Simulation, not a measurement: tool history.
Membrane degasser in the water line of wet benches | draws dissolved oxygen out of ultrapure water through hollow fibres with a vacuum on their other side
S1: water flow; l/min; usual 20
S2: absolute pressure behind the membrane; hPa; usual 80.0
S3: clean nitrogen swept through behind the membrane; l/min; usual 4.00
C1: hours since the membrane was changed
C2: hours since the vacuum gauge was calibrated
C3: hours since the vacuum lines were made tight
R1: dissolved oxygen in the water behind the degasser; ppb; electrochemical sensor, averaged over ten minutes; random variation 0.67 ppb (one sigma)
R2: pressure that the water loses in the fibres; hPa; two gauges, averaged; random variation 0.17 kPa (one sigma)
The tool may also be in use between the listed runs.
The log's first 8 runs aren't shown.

run,hour,S1,S2,S3,C1,C2,C3,R1,R2
9,757.1,20,80.0,4.00,3953,3111,1835,63.3,312.9
# hour 792.5: vacuum gauge calibrated
10,851.3,20,74.7,4.00,4047,59,1929,57.9,307.3
11,978.3,20,74.7,4.00,4174,186,2056,57.3,310.1
# hour 1004.3: vacuum gauge calibrated, once more
12,1052.3,28,80.0,4.00,4247,48,2129,92.5,436.4
13,1133.3,20,80.0,4.00,4328,129,2210,61.7,314.4
14,1208.8,14,80.0,4.00,4404,205,2286,42.5,215.1
15,1344.0,20,78.4,4.00,4539,340,2421,58.5,309.5
16,1481.5,20,80.0,4.00,4677,477,2559,62.3,312.8
17,1584.3,20,80.0,4.00,4779,580,2661,61.9,307.8
18,1685.8,20,80.0,4.00,4881,681,2763,63.1,312.7
19,1809.5,12,80.0,4.00,5005,805,2887,36.9,185.6
20,1944.6,16,153.1,5.63,5140,940,3022,87.8,249.3
21,2003.1,26,80.0,4.00,5198,999,3080,83.1,408.1
22,2130.5,20,80.0,5.20,5326,1126,3208,49.1,311.0

Forecast run 23:
23,2237.8,20,80.0,5.20,5433,1233,3315,?,?

Run 23 gave R1 49.9 ppb, R2 311.6 hPa.
Without the tool's hidden state the same run would have given R1 47.8 ppb, R2 297.7 hPa.
